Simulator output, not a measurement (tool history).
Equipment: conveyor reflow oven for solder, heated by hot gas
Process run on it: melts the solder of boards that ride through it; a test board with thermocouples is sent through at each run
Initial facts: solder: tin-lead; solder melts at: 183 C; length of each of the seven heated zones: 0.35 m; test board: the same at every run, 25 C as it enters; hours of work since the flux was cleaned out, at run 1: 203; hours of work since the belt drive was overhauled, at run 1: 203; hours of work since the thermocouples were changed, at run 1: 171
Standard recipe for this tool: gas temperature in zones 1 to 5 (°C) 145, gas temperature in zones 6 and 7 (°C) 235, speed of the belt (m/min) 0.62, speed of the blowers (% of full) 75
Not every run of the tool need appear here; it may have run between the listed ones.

run	hour	gas temperature in zones 1 to 5 (°C)	gas temperature in zones 6 and 7 (°C)	speed of the belt (m/min)	speed of the blowers (% of full)	hours of work since the flux was cleaned out	hours of work since the belt drive was overhauled	hours of work since the thermocouples were changed	highest temperature of the board (°C)	time above the solder's melting point (s)
1	0	145	235	0.62	75	203	203	171	220.9	55.6
2	37	145	235	0.62	75	225	225	193	220.7	55.5
3	81.4	145	235	0.602	75	251	251	220	221.1	57.8
4	117.6	145	235	0.602	75	273	273	241	220.5	57.3
5	154.4	145	235	0.602	75	295	295	263	219.7	56.7
6	190.2	145	235	0.602	75	316	316	285	219.7	57
7	219.8	145	247	0.62	75	334	334	302	229.2	60.9
# hour 227.2: flux residue cleaned out of gas plates and filters
8	257	145	247	0.573	89	18	353	322	232.6	67
9	280.5	145	245	0.573	72	32	367	336	228.1	64.1
10	309.7	145	245	0.573	72	49	385	353	227.9	65.1
11	334.9	130	245	0.586	75	64	400	368	224.6	56.8
# hour 352.4: flux residue cleaned out of gas plates and filters, once more
12	384.1	144	235	0.509	75	19	426	394	226.7	73.1

Predict each of these 3 candidate next runs independently; none follows another, all start after run 12:
A	414.4	145	228	0.667	62	37	444	413	?	?
B	414.4	136	235	0.509	75	37	444	413	?	?
C	414.4	145	246	0.62	75	37	444	413	?	?

run	highest temperature of the board (°C)	time above the solder's melting point (s)
A	211.3	45.1
B	226.5	69.5
C	232.1	62.3
Without the tool's unlogged condition, the same runs would have read:
run	highest temperature of the board (°C)	time above the solder's melting point (s)
A	210.9	44.2
B	226	68.4
C	231.7	61.4
